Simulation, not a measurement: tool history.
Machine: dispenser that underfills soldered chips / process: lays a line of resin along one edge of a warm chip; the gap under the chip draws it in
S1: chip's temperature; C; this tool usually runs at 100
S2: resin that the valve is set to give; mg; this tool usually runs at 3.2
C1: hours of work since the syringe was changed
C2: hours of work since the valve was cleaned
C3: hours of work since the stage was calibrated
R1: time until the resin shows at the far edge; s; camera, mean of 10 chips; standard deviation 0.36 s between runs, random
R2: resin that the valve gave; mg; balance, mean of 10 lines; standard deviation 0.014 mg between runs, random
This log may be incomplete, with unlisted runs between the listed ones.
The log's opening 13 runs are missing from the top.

At hour 44.5: dispensing valve cleaned and set on the balance.
Run 14, hour 45.6: usual settings but S2 3.7 mg; C1 5; C2 1; C3 108. Result: R1 26.2 s, R2 3.7 mg.
Run 15, hour 50.1: usual settings but S2 3.7 mg; C1 8; C2 4; C3 110. Result: R1 29.9 s, R2 3.68 mg.
At hour 53: new syringe of resin.
Run 16, hour 54.7: usual settings but S2 3.7 mg; C1 1; C2 6; C3 113. Result: R1 21.2 s, R2 3.66 mg.
Run 17, hour 57.6: usual settings but S1 105 C; C1 3; C2 8; C3 115. Result: R1 19.3 s, R2 3.17 mg.
Run 18, hour 61.4: usual settings but S1 105 C; C1 5; C2 11; C3 118. Result: R1 21.1 s, R2 3.14 mg.
Run 19, hour 63.3: usual settings but S1 105 C, S2 3.62 mg; C1 7; C2 12; C3 119. Result: R1 22.7 s, R2 3.57 mg.
Run 20, hour 67.3: usual settings but S1 90 C; C1 9; C2 15; C3 121. Result: R1 51.9 s, R2 3.16 mg.
At hour 68.5: new syringe of resin.
Run 21, hour 69.5: usual settings but S1 112 C, S2 3.71 mg; C1 1; C2 16; C3 123. Result: R1 12.3 s, R2 3.65 mg.
Run 22, hour 73.5: usual settings but S1 105 C, S2 2.71 mg; C1 3; C2 18; C3 125. Result: R1 20.1 s, R2 2.66 mg.
Run 23, hour 77.2: usual settings but S1 88 C, S2 3.22 mg; C1 6; C2 21; C3 128. Result: R1 46.8 s, R2 3.15 mg.
Run 24, hour 79.2: usual settings but S1 102 C, S2 3.85 mg; C1 7; C2 22; C3 129. Result: R1 25.4 s, R2 3.77 mg.
Run 25, hour 81.6: usual settings but S1 102 C, S2 3.85 mg; C1 9; C2 24; C3 130. Result: R1 28.2 s, R2 3.78 mg.
At hour 84: new syringe of resin.
Run 26, hour 84.4: usual settings but S1 102 C, S2 3.88 mg; C1 0; C2 25; C3 132. Result: R1 18.5 s, R2 3.83 mg.
Run 27, hour 88.4: usual settings but S1 102 C, S2 3.43 mg; C1 3; C2 28; C3 135. Result: R1 20.8 s, R2 3.36 mg.
Run 28, hour 90.6: usual settings but S1 97 C, S2 3.97 mg; C1 4; C2 29; C3 136. Result: R1 28.2 s, R2 3.86 mg.

For run 29, what comes out?
Run 29, hour 94.5: usual settings but S1 90 C, S2 2.91 mg; C1 7; C2 32; C3 139. Result: R1 ?, R2 ?.

Logged for run 29: R1 46.9 s, R2 2.84 mg.
Take away the tool's hidden state, keep the run-to-run variation as it was, and the same run would have given R1 33.8 s, R2 2.91 mg.
